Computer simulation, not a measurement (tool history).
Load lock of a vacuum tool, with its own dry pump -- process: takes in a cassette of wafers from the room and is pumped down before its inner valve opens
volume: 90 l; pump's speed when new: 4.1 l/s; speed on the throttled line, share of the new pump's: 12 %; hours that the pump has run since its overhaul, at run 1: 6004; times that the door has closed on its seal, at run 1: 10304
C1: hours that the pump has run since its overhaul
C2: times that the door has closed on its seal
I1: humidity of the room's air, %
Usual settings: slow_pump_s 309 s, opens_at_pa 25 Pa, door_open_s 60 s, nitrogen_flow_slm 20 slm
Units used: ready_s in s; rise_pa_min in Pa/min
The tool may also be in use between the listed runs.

{"run": 1, "day": 0.0, "slow_pump_s": 309, "opens_at_pa": 25, "door_open_s": 60, "nitrogen_flow_slm": 20, "C1": 6004, "C2": 10304, "I1": 48.2, "ready_s": 472.2, "rise_pa_min": 0.099}
{"run": 2, "day": 7.179, "slow_pump_s": 309, "opens_at_pa": 25, "door_open_s": 60, "nitrogen_flow_slm": 20, "C1": 6176, "C2": 10637, "I1": 42.9, "ready_s": 471.6, "rise_pa_min": 0.094}
{"run": 3, "day": 12.242, "slow_pump_s": 309, "opens_at_pa": 25, "door_open_s": 60, "nitrogen_flow_slm": 20, "C1": 6298, "C2": 10871, "I1": 44.4, "ready_s": 471.6, "rise_pa_min": 0.099}
{"run": 4, "day": 18.629, "slow_pump_s": 309, "opens_at_pa": 34, "door_open_s": 60, "nitrogen_flow_slm": 20, "C1": 6451, "C2": 11167, "I1": 46.0, "ready_s": 464.8, "rise_pa_min": 0.095}
{"run": 5, "day": 22.204, "slow_pump_s": 309, "opens_at_pa": 34, "door_open_s": 60, "nitrogen_flow_slm": 20, "C1": 6537, "C2": 11333, "I1": 43.9, "ready_s": 464.2, "rise_pa_min": 0.1}
{"run": 6, "day": 25.417, "slow_pump_s": 309, "opens_at_pa": 25, "door_open_s": 60, "nitrogen_flow_slm": 32, "C1": 6614, "C2": 11482, "I1": 48.5, "ready_s": 472.1, "rise_pa_min": 0.102}
{"run": 7, "day": 32.238, "slow_pump_s": 309, "opens_at_pa": 25, "door_open_s": 60, "nitrogen_flow_slm": 20, "C1": 6778, "C2": 11798, "I1": 45.8, "ready_s": 474.8, "rise_pa_min": 0.106}
{"run": 8, "day": 37.133, "slow_pump_s": 309, "opens_at_pa": 25, "door_open_s": 60, "nitrogen_flow_slm": 20, "C1": 6895, "C2": 12025, "I1": 44.6, "ready_s": 473.7, "rise_pa_min": 0.114}
{"run": 9, "day": 41.225, "slow_pump_s": 309, "opens_at_pa": 25, "door_open_s": 60, "nitrogen_flow_slm": 20, "C1": 6993, "C2": 12214, "I1": 45.4, "ready_s": 474.7, "rise_pa_min": 0.109}
{"run": 10, "day": 45.288, "slow_pump_s": 318, "opens_at_pa": 25, "door_open_s": 60, "nitrogen_flow_slm": 20, "C1": 7091, "C2": 12402, "I1": 43.2, "ready_s": 487.2, "rise_pa_min": 0.115}
{"run": 11, "day": 48.2, "slow_pump_s": 318, "opens_at_pa": 25, "door_open_s": 60, "nitrogen_flow_slm": 20, "C1": 7161, "C2": 12537, "I1": 46.7, "ready_s": 481.2, "rise_pa_min": 0.118}
{"run": 12, "day": 52.2, "slow_pump_s": 309, "opens_at_pa": 25, "door_open_s": 60, "nitrogen_flow_slm": 20, "C1": 7257, "C2": 12723, "I1": 44.9, "ready_s": 474.1, "rise_pa_min": 0.112}
{"run": 13, "day": 58.996, "slow_pump_s": 309, "opens_at_pa": 25, "door_open_s": 60, "nitrogen_flow_slm": 20, "C1": 7420, "C2": 13037, "I1": 45.2, "ready_s": 476.6, "rise_pa_min": 0.121}
{"run": 14, "day": 62.1, "slow_pump_s": 309, "opens_at_pa": 25, "door_open_s": 60, "nitrogen_flow_slm": 20, "C1": 7494, "C2": 13181, "I1": 44.8, "ready_s": 477.5, "rise_pa_min": 0.123}
{"run": 15, "day": 68.312, "slow_pump_s": 309, "opens_at_pa": 25, "door_open_s": 60, "nitrogen_flow_slm": 20, "C1": 7643, "C2": 13469, "I1": 45.2, "ready_s": 476.3, "rise_pa_min": 0.128}
{"run": 16, "day": 72.279, "slow_pump_s": 309, "opens_at_pa": 25, "door_open_s": 60, "nitrogen_flow_slm": 20, "C1": 7739, "C2": 13653, "I1": 45.4, "ready_s": 478.1, "rise_pa_min": 0.121}
{"run": 17, "day": 77.012, "slow_pump_s": 309, "opens_at_pa": 25, "door_open_s": 60, "nitrogen_flow_slm": 27, "C1": 7852, "C2": 13872, "I1": 48.9, "ready_s": 477.1, "rise_pa_min": 0.126}
{"run": 18, "day": 81.525, "slow_pump_s": 309, "opens_at_pa": 25, "door_open_s": 60, "nitrogen_flow_slm": 27, "C1": 7961, "C2": 14081, "I1": 44.1, "ready_s": 476.7, "rise_pa_min": 0.125}
{"run": 19, "day": 88.338, "slow_pump_s": 309, "opens_at_pa": 25, "door_open_s": 60, "nitrogen_flow_slm": 27, "C1": 8124, "C2": 14397, "I1": 45.4, "ready_s": 476.4, "rise_pa_min": 0.13}
{"run": 20, "day": 91.554, "slow_pump_s": 504, "opens_at_pa": 25, "door_open_s": 142, "nitrogen_flow_slm": 26, "C1": 8201, "C2": 14546, "I1": 44.4, "ready_s": 646.6, "rise_pa_min": 0.15}
{"run": 21, "day": 97.275, "slow_pump_s": 493, "opens_at_pa": 33, "door_open_s": 60, "nitrogen_flow_slm": 20, "C1": 8339, "C2": 14811, "I1": 46.2, "ready_s": 628.0, "rise_pa_min": 0.141}
{"run": 22, "day": 102.683, "slow_pump_s": 493, "opens_at_pa": 33, "door_open_s": 60, "nitrogen_flow_slm": 20, "C1": 8468, "C2": 15062, "I1": 42.0, "ready_s": 631.6, "rise_pa_min": 0.135}
{"run": 23, "day": 107.825, "slow_pump_s": 493, "opens_at_pa": 33, "door_open_s": 60, "nitrogen_flow_slm": 20, "C1": 8592, "C2": 15300, "I1": 47.7, "ready_s": 630.4, "rise_pa_min": 0.146}
{"run": 24, "day": 111.375, "slow_pump_s": 326, "opens_at_pa": 41, "door_open_s": 78, "nitrogen_flow_slm": 28, "C1": 8677, "C2": 15464, "I1": 45.3, "ready_s": 480.9, "rise_pa_min": 0.142}
{"run": 25, "day": 115.483, "slow_pump_s": 396, "opens_at_pa": 28, "door_open_s": 33, "nitrogen_flow_slm": 24, "C1": 8776, "C2": 15655, "I1": 45.2, "ready_s": 548.5, "rise_pa_min": 0.14}
{"run": 26, "day": 119.133, "slow_pump_s": 526, "opens_at_pa": 28, "door_open_s": 73, "nitrogen_flow_slm": 7, "C1": 8863, "C2": 15824, "I1": 44.1, "ready_s": 663.2, "rise_pa_min": 0.168}
{"run": 27, "day": 125.321, "slow_pump_s": 526, "opens_at_pa": 28, "door_open_s": 73, "nitrogen_flow_slm": 7, "C1": 9012, "C2": 16111, "I1": 45.1, "ready_s": 662.2, "rise_pa_min": 0.177}
{"run": 28, "day": 129.067, "slow_pump_s": 526, "opens_at_pa": 28, "door_open_s": 74, "nitrogen_flow_slm": 6, "C1": 9102, "C2": 16284, "I1": 44.3, "ready_s": 661.5, "rise_pa_min": 0.173}
{"run": 29, "day": 135.988, "slow_pump_s": 526, "opens_at_pa": 28, "door_open_s": 74, "nitrogen_flow_slm": 6, "C1": 9268, "C2": 16605, "I1": 42.7, "ready_s": 664.0, "rise_pa_min": 0.176}
{"run": 30, "day": 140.767, "slow_pump_s": 429, "opens_at_pa": 22, "door_open_s": 86, "nitrogen_flow_slm": 30, "C1": 9382, "C2": 16826, "I1": 45.6, "ready_s": 583.5, "rise_pa_min": 0.161}
{"run": 31, "day": 144.292, "slow_pump_s": 429, "opens_at_pa": 22, "door_open_s": 86, "nitrogen_flow_slm": 30, "C1": 9467, "C2": 16989, "I1": 47.1, "ready_s": 587.4, "rise_pa_min": 0.159}
{"run": 32, "day": 148.2, "slow_pump_s": 309, "opens_at_pa": 31, "door_open_s": 60, "nitrogen_flow_slm": 15, "C1": 9561, "C2": 17171, "I1": 45.1, "ready_s": 472.9, "rise_pa_min": 0.166}
{"run": 33, "day": 153.671, "slow_pump_s": 294, "opens_at_pa": 31, "door_open_s": 60, "nitrogen_flow_slm": 15, "C1": 9692, "C2": 17424, "I1": 47.1, "ready_s": 463.0, "rise_pa_min": 0.172}
{"run": 34, "day": 159.508, "slow_pump_s": 188, "opens_at_pa": 35, "door_open_s": 89, "nitrogen_flow_slm": 15, "C1": 9832, "C2": 17695, "I1": 43.1, "ready_s": 369.5, "rise_pa_min": 0.176}
{"run": 35, "day": 165.529, "slow_pump_s": 188, "opens_at_pa": 18, "door_open_s": 236, "nitrogen_flow_slm": 4, "C1": 9977, "C2": 17973, "I1": 45.4, "ready_s": 389.1, "rise_pa_min": 0.255}
{"run": 36, "day": 168.629, "slow_pump_s": 309, "opens_at_pa": 27, "door_open_s": 57, "nitrogen_flow_slm": 18, "C1": 10051, "C2": 18117, "I1": 45.6, "ready_s": 480.0, "rise_pa_min": 0.174}
{"run": 37, "day": 173.229, "slow_pump_s": 554, "opens_at_pa": 21, "door_open_s": 57, "nitrogen_flow_slm": 24, "C1": 10161, "C2": 18330, "I1": 42.4, "ready_s": 698.8, "rise_pa_min": 0.172}
{"run": 38, "day": 178.667, "slow_pump_s": 554, "opens_at_pa": 21, "door_open_s": 57, "nitrogen_flow_slm": 24, "C1": 10292, "C2": 18582, "I1": 42.4, "ready_s": 693.3, "rise_pa_min": 0.177}

Here are 3 independent what-if runs from the current tool condition. What would each one return?
{"run": "A", "day": 184.546, "slow_pump_s": 554, "opens_at_pa": 21, "door_open_s": 83, "nitrogen_flow_slm": 24, "C1": 10433, "C2": 18855, "I1": 43.5, "ready_s": "?", "rise_pa_min": "?"}
{"run": "B", "day": 184.546, "slow_pump_s": 221, "opens_at_pa": 21, "door_open_s": 57, "nitrogen_flow_slm": 24, "C1": 10433, "C2": 18855, "I1": 43.8, "ready_s": "?", "rise_pa_min": "?"}
{"run": "C", "day": 184.546, "slow_pump_s": 554, "opens_at_pa": 35, "door_open_s": 33, "nitrogen_flow_slm": 15, "C1": 10433, "C2": 18855, "I1": 46.3, "ready_s": "?", "rise_pa_min": "?"}

run=A ready_s=696.0 rise_pa_min=0.186
run=B ready_s=412.7 rise_pa_min=0.181
run=C ready_s=680.5 rise_pa_min=0.187
With no hidden state in the tool, these same runs would have given:
run=A ready_s=673.2 rise_pa_min=0.025
run=B ready_s=382.9 rise_pa_min=0.023
run=C ready_s=660.4 rise_pa_min=0.024
